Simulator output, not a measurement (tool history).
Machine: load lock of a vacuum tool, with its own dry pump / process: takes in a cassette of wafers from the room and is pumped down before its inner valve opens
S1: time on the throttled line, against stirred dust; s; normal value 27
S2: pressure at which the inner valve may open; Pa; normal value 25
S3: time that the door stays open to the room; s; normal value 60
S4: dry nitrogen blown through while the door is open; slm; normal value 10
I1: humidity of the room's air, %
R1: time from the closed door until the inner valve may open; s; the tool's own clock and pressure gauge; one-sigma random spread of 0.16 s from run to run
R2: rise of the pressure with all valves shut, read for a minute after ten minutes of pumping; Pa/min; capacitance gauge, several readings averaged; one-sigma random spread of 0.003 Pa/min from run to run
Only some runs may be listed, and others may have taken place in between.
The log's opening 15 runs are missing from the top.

run	hour	S1	S2	S3	S4	I1	R1	R2
16	7330.7	32	25	60	10	44.7	53.2	0.061
17	7968.7	27	25	60	32	44.9	49.6	0.052
18	8531.8	27	25	60	10	46.1	49.8	0.077
19	9226.0	27	25	60	10	43.0	50.0	0.076
20	9763.7	27	25	237	10	44.2	50.4	0.132
21	10402.3	19	22	29	9	45.0	45.2	0.077
22	10981.1	19	22	29	9	45.9	45.3	0.082
23	11359.8	21	25	60	13	45.1	46.0	0.102
24	11765.5	21	25	60	7	46.5	46.3	0.116
25	12375.1	23	41	78	12	45.1	45.7	0.119
26	12679.2	23	41	78	12	43.9	45.9	0.126
27	13228.3	23	41	78	12	43.6	46.0	0.141
28	13657.1	23	41	78	12	41.9	46.2	0.142
29	14212.8	23	41	78	12	43.0	46.3	0.151
30	14556.5	23	41	78	12	48.6	45.9	0.159
31	15034.5	25	25	60	17	42.3	49.6	0.154
32	15626.5	19	25	60	13	47.8	45.9	0.170
33	16053.5	27	25	60	13	46.5	51.4	0.185
# hour 16279.0: door's seal changed, seat wiped
34	16507.3	32	34	60	13	44.3	53.3	0.049
35	17223.6	15	25	157	38	47.4	43.5	0.062
36	17646.5	15	25	157	38	46.4	43.6	0.063
37	18347.5	27	25	60	6	43.9	52.0	0.069
38	18838.7	23	28	60	10	44.1	48.7	0.064

Forecast each of these 3 alternatives for the next run:
A	19250.3	27	25	60	40	46.9	?	?
B	19250.3	27	34	181	18	46.9	?	?
C	19250.3	20	28	219	6	47.2	?	?

run	R1	R2
A	52.3	0.051
B	51.0	0.092
C	46.5	0.130
Had the tool no hidden state, the same runs would have come out as:
run	R1	R2
A	48.7	0.034
B	47.5	0.075
C	42.6	0.113
